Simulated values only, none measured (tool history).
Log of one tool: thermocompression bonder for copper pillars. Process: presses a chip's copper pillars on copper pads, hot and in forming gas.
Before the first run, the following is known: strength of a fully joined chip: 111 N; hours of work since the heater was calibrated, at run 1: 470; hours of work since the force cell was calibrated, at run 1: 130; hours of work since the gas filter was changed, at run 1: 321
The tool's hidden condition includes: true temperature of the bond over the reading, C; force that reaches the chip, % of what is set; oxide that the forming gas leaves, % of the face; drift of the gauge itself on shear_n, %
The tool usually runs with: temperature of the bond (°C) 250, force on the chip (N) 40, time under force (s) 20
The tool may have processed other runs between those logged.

run	hour	temperature of the bond (°C)	force on the chip (N)	time under force (s)	hours of work since the heater was calibrated	hours of work since the force cell was calibrated	hours of work since the gas filter was changed	force that shears a chip off (N)
1	0.0	250	40	20	470	130	321	60.3
2	66.1	250	40	20	515	176	366	60.1
3	128.1	250	40	20	558	218	409	56.5
4	183.3	250	40	20	596	256	447	56.4
# hour 217.4: forming gas filter changed
5	259.7	250	40	20	648	309	29	61.8
6	334.5	241	40	20	700	360	81	54.4
7	424.5	241	35	20	762	422	142	46.7
8	518.4	241	35	20	826	486	207	46.8
9	611.9	241	35	20	890	551	271	44.5
10	670.2	241	35	20	931	591	311	43.4
11	728.5	241	35	20	971	631	351	42.1
12	776.6	250	40	20	1004	664	385	52.0
13	820.3	250	40	20	1034	694	415	50.9
# hour 900.9: forming gas filter changed
14	900.9	250	40	20	1089	749	0	56.7
# hour 956.7: force cell calibrated
15	991.2	273	40	20	1150	24	61	75.3
16	1094.4	250	45	20	1221	95	132	66.7
# hour 1190.5: heater calibrated with a thermocouple chip
17	1196.9	250	45	20	4	164	201	71.5
18	1255.9	250	45	20	45	204	242	70.0
19	1332.3	250	45	20	97	257	294	68.1
20	1402.6	250	45	20	146	305	343	66.5
21	1467.7	250	45	20	191	350	387	65.2
22	1519.6	238	40	14	226	386	423	44.0
# hour 1588.3: forming gas filter changed
23	1596.8	238	40	14	279	438	6	50.4
24	1697.6	267	40	20	348	508	75	71.5
25	1777.7	271	48	14	403	563	130	77.4
26	1881.1	222	30	14	475	634	201	25.2
27	1967.3	222	30	14	534	693	261	24.6
28	2024.3	250	40	36	573	733	300	68.0
# hour 2103.7: force cell calibrated
29	2107.6	250	40	36	629	3	356	68.8
30	2160.0	250	38	34	665	39	392	65.2
31	2205.6	250	51	24	697	70	423	71.9
32	2260.3	220	34	22	734	108	461	33.8
# hour 2270.1: forming gas filter changed
33	2347.7	220	34	22	794	167	53	37.0
34	2448.8	250	27	20	864	237	123	40.6
35	2533.2	250	27	20	922	295	181	39.7
36	2606.8	250	27	14	972	346	232	33.4
37	2663.0	258	30	19	1011	384	270	45.2
38	2723.2	245	40	20	1052	426	312	51.8

Each row is a separate what-if for the run after 38, all from the same tool condition, not one after another. Results?
A	2826.1	259	40	58	1123	497	382	?
B	2826.1	253	47	47	1123	497	382	?
C	2826.1	271	30	18	1123	497	382	?
D	2826.1	250	28	20	1123	497	382	?

run	force that shears a chip off (N)
A	78.2
B	77.7
C	49.5
D	36.5
With the hidden condition removed and each run's random variation left untouched, the same runs would have given:
run	force that shears a chip off (N)
A	95.3
B	94.7
C	64.5
D	49.2
